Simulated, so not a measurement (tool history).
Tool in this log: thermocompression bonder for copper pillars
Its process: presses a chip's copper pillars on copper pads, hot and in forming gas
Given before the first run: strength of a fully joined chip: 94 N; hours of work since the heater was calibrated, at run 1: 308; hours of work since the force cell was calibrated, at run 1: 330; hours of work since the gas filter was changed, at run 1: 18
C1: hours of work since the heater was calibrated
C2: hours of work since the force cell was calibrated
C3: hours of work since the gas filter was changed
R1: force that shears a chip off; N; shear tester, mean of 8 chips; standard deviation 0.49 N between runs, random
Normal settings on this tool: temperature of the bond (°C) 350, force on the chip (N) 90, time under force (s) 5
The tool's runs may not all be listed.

Run 1, hour 0.0: usual settings; C1 308; C2 330; C3 18. Result: R1 35.0 N.
Run 2, hour 10.3: usual settings; C1 316; C2 338; C3 26. Result: R1 35.4 N.
Run 3, hour 16.4: usual settings; C1 321; C2 343; C3 31. Result: R1 35.5 N.
Run 4, hour 26.7: usual settings; C1 329; C2 351; C3 39. Result: R1 35.1 N.
Run 5, hour 34.3: usual settings; C1 335; C2 357; C3 44. Result: R1 35.1 N.
Run 6, hour 40.6: usual settings; C1 340; C2 362; C3 49. Result: R1 35.2 N.
Run 7, hour 46.2: usual settings but temperature of the bond (°C) 372; C1 344; C2 366; C3 54. Result: R1 41.1 N.
Run 8, hour 55.9: usual settings but temperature of the bond (°C) 372; C1 351; C2 374; C3 61. Result: R1 39.9 N.
Run 9, hour 65.3: usual settings but temperature of the bond (°C) 372; C1 359; C2 381; C3 68. Result: R1 40.2 N.
Run 10, hour 71.2: usual settings but temperature of the bond (°C) 372, force on the chip (N) 122; C1 363; C2 385; C3 73. Result: R1 52.4 N.
Run 11, hour 76.1: usual settings but temperature of the bond (°C) 345; C1 367; C2 389; C3 77. Result: R1 33.8 N.
Run 12, hour 82.9: usual settings but temperature of the bond (°C) 345; C1 372; C2 394; C3 82. Result: R1 33.5 N.
Run 13, hour 90.2: usual settings; C1 378; C2 400; C3 88. Result: R1 34.5 N.
Run 14, hour 99.2: usual settings but force on the chip (N) 76; C1 385; C2 407; C3 95. Result: R1 29.0 N.
Run 15, hour 106.7: usual settings but time under force (s) 3; C1 391; C2 413; C3 100. Result: R1 27.7 N.
Run 16, hour 112.4: usual settings; C1 395; C2 417; C3 105. Result: R1 33.8 N.
At hour 117.3: forming gas filter changed.
Run 17, hour 120.4: usual settings; C1 401; C2 423; C3 2. Result: R1 35.7 N.
Run 18, hour 130.3: usual settings; C1 408; C2 431; C3 10. Result: R1 35.6 N.
At hour 133.1: heater calibrated with a thermocouple chip.
Run 19, hour 141.8: usual settings; C1 7; C2 438; C3 17. Result: R1 35.1 N.
Run 20, hour 149.5: usual settings; C1 13; C2 444; C3 23. Result: R1 35.6 N.
Run 21, hour 154.6: usual settings but temperature of the bond (°C) 344, force on the chip (N) 103, time under force (s) 4; C1 17; C2 448; C3 27. Result: R1 35.3 N.
At hour 164.5: heater calibrated with a thermocouple chip, once more.
Run 22, hour 166.4: usual settings but temperature of the bond (°C) 344, force on the chip (N) 103, time under force (s) 4; C1 1; C2 456; C3 35. Result: R1 33.6 N.
Run 23, hour 174.0: usual settings but force on the chip (N) 80, time under force (s) 4; C1 7; C2 461; C3 41. Result: R1 27.6 N.
Run 24, hour 178.3: usual settings but temperature of the bond (°C) 358, force on the chip (N) 60, time under force (s) 9; C1 11; C2 465; C3 44. Result: R1 30.9 N.
Run 25, hour 182.8: usual settings but temperature of the bond (°C) 339, force on the chip (N) 93, time under force (s) 6; C1 14; C2 468; C3 47. Result: R1 35.2 N.
Run 26, hour 190.3: usual settings but temperature of the bond (°C) 339, force on the chip (N) 93, time under force (s) 3; C1 20; C2 474; C3 53. Result: R1 26.3 N.
Run 27, hour 199.2: usual settings but temperature of the bond (°C) 338, force on the chip (N) 106; C1 27; C2 481; C3 60. Result: R1 36.7 N.
Run 28, hour 203.9: usual settings but temperature of the bond (°C) 373, force on the chip (N) 76; C1 30; C2 484; C3 64. Result: R1 33.0 N.
Run 29, hour 211.0: usual settings but temperature of the bond (°C) 373, force on the chip (N) 76; C1 36; C2 490; C3 69. Result: R1 33.3 N.
Run 30, hour 217.5: usual settings but temperature of the bond (°C) 375, force on the chip (N) 66, time under force (s) 9; C1 41; C2 495; C3 74. Result: R1 37.1 N.
Run 31, hour 227.7: usual settings but temperature of the bond (°C) 375, time under force (s) 9; C1 49; C2 503; C3 82. Result: R1 48.2 N.
Run 32, hour 232.6: usual settings but temperature of the bond (°C) 375, time under force (s) 9; C1 53; C2 507; C3 86. Result: R1 49.5 N.
Run 33, hour 241.9: usual settings but temperature of the bond (°C) 375, time under force (s) 9; C1 60; C2 514; C3 93. Result: R1 48.7 N.
Run 34, hour 249.8: usual settings but temperature of the bond (°C) 331; C1 66; C2 520; C3 99. Result: R1 28.5 N.
Run 35, hour 254.5: usual settings but temperature of the bond (°C) 331; C1 70; C2 524; C3 103. Result: R1 28.1 N.
At hour 262.7: forming gas filter changed.
Run 36, hour 263.4: usual settings but temperature of the bond (°C) 327, force on the chip (N) 75, time under force (s) 14; C1 76; C2 530; C3 1. Result: R1 36.5 N.
Run 37, hour 269.5: usual settings but temperature of the bond (°C) 327, force on the chip (N) 104, time under force (s) 10; C1 81; C2 535; C3 5. Result: R1 44.1 N.
Run 38, hour 278.7: usual settings but temperature of the bond (°C) 327, force on the chip (N) 120, time under force (s) 4; C1 88; C2 542; C3 12. Result: R1 35.7 N.
Run 39, hour 285.8: usual settings but temperature of the bond (°C) 336, time under force (s) 11; C1 93; C2 547; C3 18. Result: R1 42.1 N.
Run 40, hour 292.8: usual settings but temperature of the bond (°C) 336, time under force (s) 11; C1 99; C2 553; C3 23. Result: R1 42.4 N.

Predict each of these 3 candidate next runs independently; none follows another, all start after run 40:
Run A, hour 300.2: usual settings but temperature of the bond (°C) 373, time under force (s) 11; C1 104; C2 558; C3 29. Result: R1 ?.
Run B, hour 300.2: usual settings but temperature of the bond (°C) 372, time under force (s) 8; C1 104; C2 558; C3 29. Result: R1 ?.
Run C, hour 300.2: usual settings but temperature of the bond (°C) 351, force on the chip (N) 126, time under force (s) 3; C1 104; C2 558; C3 29. Result: R1 ?.

run    R1
  A  52.8
  B  48.3
  C  39.5
What these runs would have given with no unlogged condition in the tool:
run    R1
  A  56.3
  B  51.6
  C  42.4
